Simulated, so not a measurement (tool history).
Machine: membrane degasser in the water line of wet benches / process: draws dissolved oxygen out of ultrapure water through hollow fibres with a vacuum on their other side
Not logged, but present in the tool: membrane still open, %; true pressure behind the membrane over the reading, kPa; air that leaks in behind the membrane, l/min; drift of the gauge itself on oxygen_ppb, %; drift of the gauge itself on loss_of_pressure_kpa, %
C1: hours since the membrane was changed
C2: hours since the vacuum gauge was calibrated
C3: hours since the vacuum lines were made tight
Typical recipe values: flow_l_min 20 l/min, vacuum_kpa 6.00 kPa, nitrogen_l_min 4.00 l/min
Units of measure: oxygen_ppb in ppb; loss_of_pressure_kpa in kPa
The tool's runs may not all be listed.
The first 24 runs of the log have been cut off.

Run 25, day 178.183: usual settings but flow_l_min 17 l/min; C1 5284; C2 5284; C3 3435. Result: oxygen_ppb 43.8 ppb, loss_of_pressure_kpa 30.11 kPa.
Run 26, day 183.854: usual settings but flow_l_min 17 l/min; C1 5420; C2 5420; C3 3571. Result: oxygen_ppb 43.1 ppb, loss_of_pressure_kpa 29.82 kPa.
Run 27, day 192.358: usual settings but flow_l_min 17 l/min, nitrogen_l_min 4.47 l/min; C1 5624; C2 5624; C3 3775. Result: oxygen_ppb 40.7 ppb, loss_of_pressure_kpa 30.26 kPa.
Run 28, day 201.838: usual settings but flow_l_min 15 l/min, vacuum_kpa 4.65 kPa, nitrogen_l_min 2.17 l/min; C1 5852; C2 5852; C3 4003. Result: oxygen_ppb 34.3 ppb, loss_of_pressure_kpa 26.78 kPa.
At day 205.058: vacuum gauge calibrated.
Run 29, day 206.204: usual settings but flow_l_min 15 l/min, vacuum_kpa 4.65 kPa, nitrogen_l_min 2.17 l/min; C1 5956; C2 28; C3 4107. Result: oxygen_ppb 33.4 ppb, loss_of_pressure_kpa 26.66 kPa.
At day 211.979: gauge calibrated.
Run 30, day 212.604: usual settings but vacuum_kpa 4.21 kPa; C1 6110; C2 181; C3 4261. Result: oxygen_ppb 36.0 ppb, loss_of_pressure_kpa 36.47 kPa.
Run 31, day 223.254: usual settings but flow_l_min 24 l/min, vacuum_kpa 12.39 kPa, nitrogen_l_min 3.81 l/min; C1 6365; C2 437; C3 4516. Result: oxygen_ppb 175.9 ppb, loss_of_pressure_kpa 43.59 kPa.
Run 32, day 229.475: usual settings but flow_l_min 24 l/min, vacuum_kpa 13.76 kPa, nitrogen_l_min 3.81 l/min; C1 6515; C2 586; C3 4665. Result: oxygen_ppb 195.9 ppb, loss_of_pressure_kpa 43.86 kPa.

Consider 3 possible next runs. They are alternatives, not a sequence: every one starts from the tool as it was left by run 32. What does each give?
At day 231.329: seals of the vacuum lines changed.
Run A, day 238.933: usual settings but flow_l_min 14 l/min, vacuum_kpa 13.76 kPa, nitrogen_l_min 5.66 l/min; C1 6740; C2 811; C3 182. Result: oxygen_ppb ?, loss_of_pressure_kpa ?.
At day 231.329: seals of the vacuum lines changed.
Run B, day 238.933: usual settings but nitrogen_l_min 2.74 l/min; C1 6740; C2 811; C3 182. Result: oxygen_ppb ?, loss_of_pressure_kpa ?.
At day 231.329: seals of the vacuum lines changed.
Run C, day 238.933: usual settings but flow_l_min 15 l/min, vacuum_kpa 13.76 kPa, nitrogen_l_min 3.81 l/min; C1 6740; C2 811; C3 182. Result: oxygen_ppb ?, loss_of_pressure_kpa ?.

run  oxygen_ppb  loss_of_pressure_kpa
  A        73.1                 25.43
  B        72.9                 36.77
  C       111.0                 27.41
Take away the tool's hidden state, keep each run's random variation, and the runs would have read:
run  oxygen_ppb  loss_of_pressure_kpa
  A        73.1                 25.51
  B        72.9                 36.89
  C       111.0                 27.50
